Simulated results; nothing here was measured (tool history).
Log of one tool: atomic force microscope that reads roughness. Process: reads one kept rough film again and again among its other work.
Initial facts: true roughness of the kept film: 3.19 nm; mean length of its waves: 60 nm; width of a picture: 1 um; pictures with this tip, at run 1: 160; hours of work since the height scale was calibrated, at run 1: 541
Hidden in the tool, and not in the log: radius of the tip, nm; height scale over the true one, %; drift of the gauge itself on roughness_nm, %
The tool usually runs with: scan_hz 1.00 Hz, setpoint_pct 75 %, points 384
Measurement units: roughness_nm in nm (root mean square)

| run | hour | scan_hz | setpoint_pct | points | pictures with this tip | hours of work since the height scale was calibrated | roughness_nm |
|---|---|---|---|---|---|---|---|
| 1 | 0.0 | 1.00 | 75 | 384 | 160 | 541 | 2.678 |
| 2 | 13.4 | 1.00 | 63 | 384 | 180 | 551 | 2.779 |
| 3 | 21.8 | 1.00 | 63 | 384 | 192 | 558 | 2.772 |
|  | 33.7 | new tip fitted |
| 4 | 37.0 | 1.00 | 63 | 384 | 4 | 569 | 2.936 |
| 5 | 52.7 | 1.00 | 63 | 384 | 28 | 581 | 2.919 |
| 6 | 68.5 | 1.00 | 63 | 384 | 52 | 594 | 2.891 |
| 7 | 76.1 | 1.00 | 63 | 384 | 64 | 600 | 2.879 |
| 8 | 90.6 | 1.00 | 63 | 384 | 85 | 611 | 2.844 |
| 9 | 98.7 | 1.00 | 63 | 384 | 98 | 617 | 2.829 |
| 10 | 107.3 | 1.00 | 63 | 384 | 111 | 624 | 2.850 |
| 11 | 115.7 | 1.00 | 63 | 384 | 123 | 630 | 2.806 |
| 12 | 123.4 | 1.00 | 63 | 384 | 135 | 636 | 2.812 |
| 13 | 136.1 | 1.51 | 75 | 384 | 154 | 646 | 2.598 |
| 14 | 145.9 | 1.51 | 75 | 384 | 169 | 654 | 2.563 |
| 15 | 156.1 | 1.51 | 75 | 384 | 184 | 662 | 2.551 |
| 16 | 164.9 | 0.70 | 61 | 541 | 197 | 669 | 2.789 |
|  | 173.6 | new tip fitted |
| 17 | 180.9 | 2.96 | 63 | 872 | 11 | 681 | 2.722 |
| 18 | 189.1 | 0.52 | 78 | 262 | 23 | 687 | 2.884 |
| 19 | 197.5 | 0.60 | 75 | 661 | 36 | 694 | 2.889 |
| 20 | 212.5 | 0.59 | 71 | 346 | 58 | 705 | 2.877 |
| 21 | 228.7 | 0.59 | 71 | 346 | 83 | 718 | 2.856 |
|  | 230.7 | height scale calibrated on a step standard |
| 22 | 244.4 | 3.01 | 75 | 373 | 105 | 11 | 2.360 |
| 23 | 254.5 | 0.85 | 56 | 266 | 120 | 19 | 2.864 |
| 24 | 263.8 | 1.00 | 62 | 302 | 134 | 26 | 2.824 |
| 25 | 277.0 | 1.26 | 63 | 481 | 154 | 36 | 2.768 |
| 26 | 293.6 | 0.72 | 71 | 464 | 179 | 49 | 2.755 |
|  | 309.5 | height scale calibrated on a step standard, once more |
| 27 | 309.5 | 0.62 | 61 | 836 | 201 | 0 | 2.832 |
|  | 316.0 | new tip fitted |
| 28 | 326.1 | 0.69 | 65 | 297 | 15 | 13 | 2.955 |
| 29 | 343.5 | 1.96 | 63 | 751 | 41 | 26 | 2.802 |
| 30 | 358.9 | 1.96 | 63 | 751 | 64 | 38 | 2.774 |

3 options for the next run, each taken on its own from the tool as it stands now. Forecast them:
| A | 376.2 | 2.86 | 70 | 538 | 90 | 52 | ? |
| B | 376.2 | 1.96 | 66 | 370 | 90 | 52 | ? |
| C | 376.2 | 1.33 | 63 | 463 | 90 | 52 | ? |

| run | roughness_nm |
|---|---|
| A | 2.506 |
| B | 2.690 |
| C | 2.818 |
The same runs, with their run-to-run variation unchanged, on a tool lacking any hidden condition would have given:
| run | roughness_nm |
|---|---|
| A | 2.599 |
| B | 2.789 |
| C | 2.923 |
